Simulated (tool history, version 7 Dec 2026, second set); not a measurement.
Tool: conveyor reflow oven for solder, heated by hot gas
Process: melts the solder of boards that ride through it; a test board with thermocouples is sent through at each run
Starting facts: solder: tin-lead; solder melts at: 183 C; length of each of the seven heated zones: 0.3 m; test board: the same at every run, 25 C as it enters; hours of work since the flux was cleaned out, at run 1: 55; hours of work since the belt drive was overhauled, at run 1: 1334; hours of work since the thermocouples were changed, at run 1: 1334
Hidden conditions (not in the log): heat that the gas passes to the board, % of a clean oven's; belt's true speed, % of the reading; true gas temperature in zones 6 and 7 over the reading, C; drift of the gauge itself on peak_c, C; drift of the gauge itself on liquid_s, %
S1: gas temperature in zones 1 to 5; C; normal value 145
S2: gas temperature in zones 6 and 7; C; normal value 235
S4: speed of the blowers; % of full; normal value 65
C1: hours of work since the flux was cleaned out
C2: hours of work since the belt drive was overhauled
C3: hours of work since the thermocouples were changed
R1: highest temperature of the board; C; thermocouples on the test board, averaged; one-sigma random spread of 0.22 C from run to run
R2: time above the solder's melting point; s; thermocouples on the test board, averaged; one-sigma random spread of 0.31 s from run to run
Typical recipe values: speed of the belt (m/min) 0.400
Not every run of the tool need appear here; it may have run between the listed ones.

Run 1, hour 0.0: usual settings; C1 55; C2 1334; C3 1334. Result: R1 226.3 C, R2 79.6 s.
Run 2, hour 93.4: usual settings; C1 121; C2 1400; C3 1400. Result: R1 225.8 C, R2 79.4 s.
At hour 113.2: thermocouples of zones 6 and 7 changed.
At hour 123.1: belt drive overhauled, speed set with a stopwatch.
Run 3, hour 141.2: usual settings; C1 151; C2 13; C3 17. Result: R1 222.8 C, R2 75.3 s.
Run 4, hour 219.5: usual settings; C1 206; C2 68; C3 73. Result: R1 222.0 C, R2 75.9 s.
Run 5, hour 289.9: usual settings but S2 243 C; C1 256; C2 118; C3 123. Result: R1 229.4 C, R2 80.1 s.
At hour 329.6: flux residue cleaned out of gas plates and filters.
Run 6, hour 367.5: usual settings; C1 27; C2 170; C3 174. Result: R1 223.9 C, R2 76.2 s.
Run 7, hour 415.9: usual settings; C1 61; C2 204; C3 208. Result: R1 223.5 C, R2 75.9 s.
Run 8, hour 482.5: usual settings; C1 108; C2 251; C3 256. Result: R1 223.6 C, R2 76.7 s.
Run 9, hour 571.7: usual settings but S1 159 C; C1 172; C2 315; C3 319. Result: R1 225.5 C, R2 84.4 s.
Run 10, hour 613.4: usual settings but S1 159 C; C1 201; C2 344; C3 349. Result: R1 225.3 C, R2 84.8 s.
Run 11, hour 687.7: usual settings but S1 159 C; C1 254; C2 397; C3 401. Result: R1 225.0 C, R2 84.9 s.
At hour 730.0: flux residue cleaned out of gas plates and filters.
Run 12, hour 773.5: usual settings but S1 159 C; C1 31; C2 454; C3 459. Result: R1 226.6 C, R2 85.8 s.
Run 13, hour 850.5: usual settings but S1 151 C, S2 228 C, S4 76 % of full; C1 86; C2 509; C3 513. Result: R1 220.0 C, R2 77.7 s.
Run 14, hour 905.7: usual settings but S1 151 C, S2 228 C, S4 76 % of full; C1 125; C2 548; C3 552. Result: R1 220.2 C, R2 77.7 s.
Run 15, hour 969.5: usual settings but S1 130 C, S2 241 C; C1 170; C2 594; C3 598. Result: R1 227.1 C, R2 73.2 s.
Run 16, hour 1029.6: usual settings but S1 132 C, speed of the belt (m/min) 0.427; C1 213; C2 636; C3 640. Result: R1 219.3 C, R2 63.2 s.
Run 17, hour 1109.9: usual settings but S1 160 C, S2 246 C, speed of the belt (m/min) 0.469, S4 72 % of full; C1 270; C2 693; C3 697. Result: R1 232.8 C, R2 76.3 s.
At hour 1133.3: flux residue cleaned out of gas plates and filters.
Run 18, hour 1202.9: usual settings but S1 160 C, S2 246 C, speed of the belt (m/min) 0.469, S4 72 % of full; C1 49; C2 756; C3 760. Result: R1 234.5 C, R2 77.0 s.
Run 19, hour 1293.0: usual settings but S1 160 C, S2 246 C, speed of the belt (m/min) 0.469, S4 72 % of full; C1 113; C2 820; C3 824. Result: R1 234.2 C, R2 77.3 s.
Run 20, hour 1346.0: usual settings but S1 159 C, S2 248 C, speed of the belt (m/min) 0.407, S4 56 % of full; C1 151; C2 857; C3 861. Result: R1 236.1 C, R2 89.8 s.
Run 21, hour 1395.0: usual settings but S1 159 C, S2 248 C, speed of the belt (m/min) 0.407, S4 56 % of full; C1 186; C2 892; C3 896. Result: R1 235.9 C, R2 89.7 s.

Branching from run 21: 3 alternative next runs. What would each branch give?
Run A, hour 1466.3: usual settings but S1 142 C, S2 239 C; C1 236; C2 942; C3 947. Result: R1 ?, R2 ?.
Run B, hour 1466.3: usual settings but S1 151 C, S2 248 C, speed of the belt (m/min) 0.469, S4 56 % of full; C1 236; C2 942; C3 947. Result: R1 ?, R2 ?.
Run C, hour 1466.3: usual settings but S1 159 C, S2 248 C, speed of the belt (m/min) 0.341, S4 56 % of full; C1 236; C2 942; C3 947. Result: R1 ?, R2 ?.

run     R1     R2
  A  227.5   78.4
  B  229.3   71.2
  C  240.3  109.0
What these runs would have given with no unlogged condition in the tool:
run     R1     R2
  A  226.5   76.9
  B  228.4   69.9
  C  238.7  106.6

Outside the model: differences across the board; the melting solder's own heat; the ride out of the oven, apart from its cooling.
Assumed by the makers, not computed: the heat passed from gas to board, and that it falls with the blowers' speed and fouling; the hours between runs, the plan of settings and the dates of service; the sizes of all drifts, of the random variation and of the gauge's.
